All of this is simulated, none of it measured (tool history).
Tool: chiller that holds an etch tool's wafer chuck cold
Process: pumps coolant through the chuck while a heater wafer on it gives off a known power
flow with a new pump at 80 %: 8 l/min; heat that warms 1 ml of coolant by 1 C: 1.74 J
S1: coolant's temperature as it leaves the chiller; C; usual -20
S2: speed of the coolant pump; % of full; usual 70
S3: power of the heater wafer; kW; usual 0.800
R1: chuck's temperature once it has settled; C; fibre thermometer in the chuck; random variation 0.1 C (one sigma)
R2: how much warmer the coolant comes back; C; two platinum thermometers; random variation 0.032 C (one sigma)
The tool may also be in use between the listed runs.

run 1 day=0.000 | S1=-20 S2=70 S3=0.800 | R1=-13.2 R2=4.06
run 2 day=1.258 | S1=-10 S2=70 S3=0.800 | R1=-3.1 R2=4.00
run 3 day=3.250 | S1=-10 S2=70 S3=0.800 | R1=-3.1 R2=4.08
run 4 day=4.450 | S1=-10 S2=70 S3=0.800 | R1=-3.0 R2=4.02
run 5 day=5.433 | S1=-20 S2=71 S3=0.800 | R1=-13.4 R2=4.02
run 6 day=7.133 | S1=-20 S2=70 S3=0.800 | R1=-13.3 R2=4.04
run 7 day=8.662 | S1=-20 S2=94 S3=0.800 | R1=-14.9 R2=2.91
run 8 day=9.783 | S1=-20 S2=94 S3=0.800 | R1=-15.0 R2=2.90
run 9 day=10.779 | S1=-20 S2=89 S3=0.800 | R1=-14.6 R2=3.10
run 10 day=11.883 | S1=-20 S2=64 S3=0.800 | R1=-12.7 R2=4.52
run 11 day=13.604 | S1=-20 S2=70 S3=1.176 | R1=-9.9 R2=5.99
run 12 day=14.671 | S1=-20 S2=70 S3=1.176 | R1=-10.1 R2=5.93
run 13 day=16.450 | S1=-20 S2=70 S3=1.176 | R1=-10.0 R2=5.99
run 14 day=17.442 | S1=-20 S2=70 S3=1.176 | R1=-9.9 R2=5.96
run 15 day=18.492 | S1=-20 S2=70 S3=1.176 | R1=-10.1 R2=6.01
run 16 day=19.950 | S1=-20 S2=70 S3=1.176 | R1=-9.8 R2=6.05
run 17 day=21.762 | S1=-20 S2=70 S3=1.176 | R1=-10.0 R2=6.02
run 18 day=23.212 | S1=-23 S2=70 S3=0.800 | R1=-16.0 R2=4.08
run 19 day=24.771 | S1=-29 S2=66 S3=0.800 | R1=-21.6 R2=4.44
run 20 day=26.146 | S1=-20 S2=70 S3=0.481 | R1=-15.8 R2=2.60
run 21 day=27.579 | S1=-13 S2=71 S3=0.621 | R1=-7.8 R2=3.21
run 22 day=29.125 | S1=-24 S2=79 S3=1.152 | R1=-15.3 R2=5.19
run 23 day=30.421 | S1=-24 S2=79 S3=1.152 | R1=-15.3 R2=5.18
run 24 day=31.750 | S1=-24 S2=100 S3=1.152 | R1=-17.0 R2=4.00
run 25 day=33.575 | S1=-24 S2=100 S3=1.152 | R1=-17.0 R2=4.06
run 26 day=35.221 | S1=-24 S2=100 S3=1.152 | R1=-17.0 R2=4.05
run 27 day=37.188 | S1=-24 S2=100 S3=1.152 | R1=-17.1 R2=4.03
run 28 day=38.388 | S1=-20 S2=99 S3=0.546 | R1=-16.7 R2=2.04
run 29 day=40.204 | S1=-20 S2=99 S3=0.546 | R1=-16.8 R2=2.12
run 30 day=41.671 | S1=-20 S2=99 S3=0.546 | R1=-16.6 R2=2.07

Not shown: 1 entry that the log had between the listed runs. Between which runs, and how does the tool's hidden state differ before and after?
Between runs 6 and 7: chiller's thermometer calibrated (day 7.350)
  drift of the gauge itself on warmer_back_c, C: 0.04 -> 0.05
  measured less the result without the state, R2: +0.04 -> +0.05 C
